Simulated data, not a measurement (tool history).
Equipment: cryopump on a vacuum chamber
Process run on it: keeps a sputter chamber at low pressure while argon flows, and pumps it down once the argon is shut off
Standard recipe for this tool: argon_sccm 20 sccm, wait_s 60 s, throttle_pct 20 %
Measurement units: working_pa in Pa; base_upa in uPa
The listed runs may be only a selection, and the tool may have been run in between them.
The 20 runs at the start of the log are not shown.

Run 21, hour 645.6: usual settings but argon_sccm 12 sccm, wait_s 179 s, throttle_pct 24 %. Result: working_pa 0.0401 Pa, base_upa 0.7 uPa.
Run 22, hour 675.6: usual settings but argon_sccm 12 sccm, wait_s 179 s, throttle_pct 24 %. Result: working_pa 0.04 Pa, base_upa 0.72 uPa.
Run 23, hour 697.6: usual settings but argon_sccm 12 sccm, wait_s 179 s, throttle_pct 17 %. Result: working_pa 0.0565 Pa, base_upa 0.67 uPa.
Run 24, hour 726.3: usual settings but argon_sccm 19 sccm, wait_s 44 s, throttle_pct 17 %. Result: working_pa 0.0899 Pa, base_upa 1.5 uPa.
Run 25, hour 748.4: usual settings but argon_sccm 37 sccm, throttle_pct 21 %. Result: working_pa 0.1425 Pa, base_upa 1.26 uPa.
Run 26, hour 769.5: usual settings but argon_sccm 32 sccm, throttle_pct 24 %. Result: working_pa 0.1084 Pa, base_upa 1.22 uPa.
At hour 792.3: pump warmed up, emptied and cooled again.
Run 27, hour 796.1: usual settings but argon_sccm 12 sccm, wait_s 87 s, throttle_pct 27 %. Result: working_pa 0.0336 Pa, base_upa 0.96 uPa.
Run 28, hour 820.1: usual settings but argon_sccm 18 sccm, wait_s 172 s, throttle_pct 15 %. Result: working_pa 0.0929 Pa, base_upa 0.67 uPa.
Run 29, hour 839.9: usual settings but argon_sccm 16 sccm, wait_s 172 s, throttle_pct 19 %. Result: working_pa 0.0653 Pa, base_upa 0.73 uPa.
Run 30, hour 866.3: usual settings but argon_sccm 16 sccm, wait_s 172 s, throttle_pct 32 %. Result: working_pa 0.0386 Pa, base_upa 0.72 uPa.
Run 31, hour 905.7: usual settings but argon_sccm 37 sccm, wait_s 144 s, throttle_pct 36 %. Result: working_pa 0.08 Pa, base_upa 0.81 uPa.
Run 32, hour 947.2: usual settings but wait_s 43 s. Result: working_pa 0.0776 Pa, base_upa 1.54 uPa.
Run 33, hour 980.2: usual settings but argon_sccm 9 sccm, wait_s 43 s, throttle_pct 42 %. Result: working_pa 0.0173 Pa, base_upa 1.63 uPa.

Here are 5 independent what-if runs from the current tool condition. What would each one return?
Run A, hour 1009: usual settings but argon_sccm 17 sccm, wait_s 182 s. Result: working_pa ?, base_upa ?.
Run B, hour 1009: usual settings but argon_sccm 9 sccm. Result: working_pa ?, base_upa ?.
Run C, hour 1009: usual settings but argon_sccm 34 sccm, wait_s 47 s. Result: working_pa ?, base_upa ?.
Run D, hour 1009: usual settings but argon_sccm 9 sccm, wait_s 43 s, throttle_pct 32 %. Result: working_pa ?, base_upa ?.
Run E, hour 1009: usual settings but argon_sccm 13 sccm. Result: working_pa ?, base_upa ?.

run  working_pa  base_upa
  A       0.066      0.77
  B      0.0356      1.27
  C      0.1334      1.56
  D      0.0226      1.62
  E      0.0501       1.3
What these runs would have given with no unlogged condition in the tool:
run  working_pa  base_upa
  A      0.0651      0.36
  B      0.0351      0.86
  C      0.1316      1.15
  D      0.0221      1.21
  E      0.0494      0.89
